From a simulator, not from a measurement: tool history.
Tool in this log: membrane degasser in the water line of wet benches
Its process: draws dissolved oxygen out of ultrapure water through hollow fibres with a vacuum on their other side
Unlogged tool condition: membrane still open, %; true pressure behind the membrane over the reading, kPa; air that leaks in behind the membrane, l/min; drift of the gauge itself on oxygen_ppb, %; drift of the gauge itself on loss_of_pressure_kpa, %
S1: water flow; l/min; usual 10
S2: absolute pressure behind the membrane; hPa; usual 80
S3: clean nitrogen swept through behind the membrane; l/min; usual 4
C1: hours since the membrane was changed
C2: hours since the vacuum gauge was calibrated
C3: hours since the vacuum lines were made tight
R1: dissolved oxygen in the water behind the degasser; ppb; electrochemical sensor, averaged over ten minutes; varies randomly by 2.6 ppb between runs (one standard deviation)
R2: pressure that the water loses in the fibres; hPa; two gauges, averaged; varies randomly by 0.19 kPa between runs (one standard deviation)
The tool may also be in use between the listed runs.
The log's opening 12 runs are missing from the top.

run,hour,S1,S2,S3,C1,C2,C3,R1,R2
13,350.5,10,80,4,1287,4122,559,276.9,410.3
14,394.2,10,80,4,1330,4165,603,282.5,407.3
15,434.8,10,80,4,1371,4206,644,280.7,408.7
16,484,10,80,4,1420,4255,693,276.3,406.4
17,509.2,10,80,4,1446,4280,718,281.9,409.6
18,547.6,15,49.9,4,1484,4319,756,581.1,613.7
19,593.6,6,56.4,11.4,1530,4365,802,64.1,244.8
20,614.8,9,65.2,7.54,1551,4386,824,210,366.2
21,649.7,9,65.2,7.54,1586,4421,858,210,368.1
22,699.1,9,65.2,7.54,1635,4470,908,207.6,370.6
23,746.1,9,65.2,7.54,1682,4517,955,208.5,369.5
24,788.8,9,65.2,7.54,1725,4560,998,209.6,368.7
25,825,9,65.2,7.54,1761,4596,1034,212.9,370.6
26,857.3,9,65.2,7.54,1794,4628,1066,211.2,373.4
27,906.1,12,80,4,1842,4677,1115,416.9,493.6
28,929.3,10,60.8,4,1866,4700,1138,274.5,413.5
29,957.3,12,99.4,2.45,1894,4728,1166,471.9,496.4
30,980.4,12,99.4,2.45,1917,4752,1189,464.6,490.2
31,1011.7,9,157.1,4.65,1948,4783,1220,265.4,368.9
32,1038.3,7,153.7,10.89,1975,4809,1247,122.7,287.1

4 options for the next run, each taken on its own from the tool as it stands now. Forecast them:
A,1086,9,166.8,7.95,2022,4857,1295,?,?
B,1086,7,113.4,1.84,2022,4857,1295,?,?
C,1086,11,139.3,10.33,2022,4857,1295,?,?
D,1086,11,79.4,5.41,2022,4857,1295,?,?

run,R1,R2
A,239.8,372.6
B,183.4,288.9
C,353,454
D,346.1,456.7
Stripped of hidden state, with their random variation kept, the same runs would have yielded:
run,R1,R2
A,216.2,361.6
B,164,280.3
C,320.8,440.5
D,313.2,443.1

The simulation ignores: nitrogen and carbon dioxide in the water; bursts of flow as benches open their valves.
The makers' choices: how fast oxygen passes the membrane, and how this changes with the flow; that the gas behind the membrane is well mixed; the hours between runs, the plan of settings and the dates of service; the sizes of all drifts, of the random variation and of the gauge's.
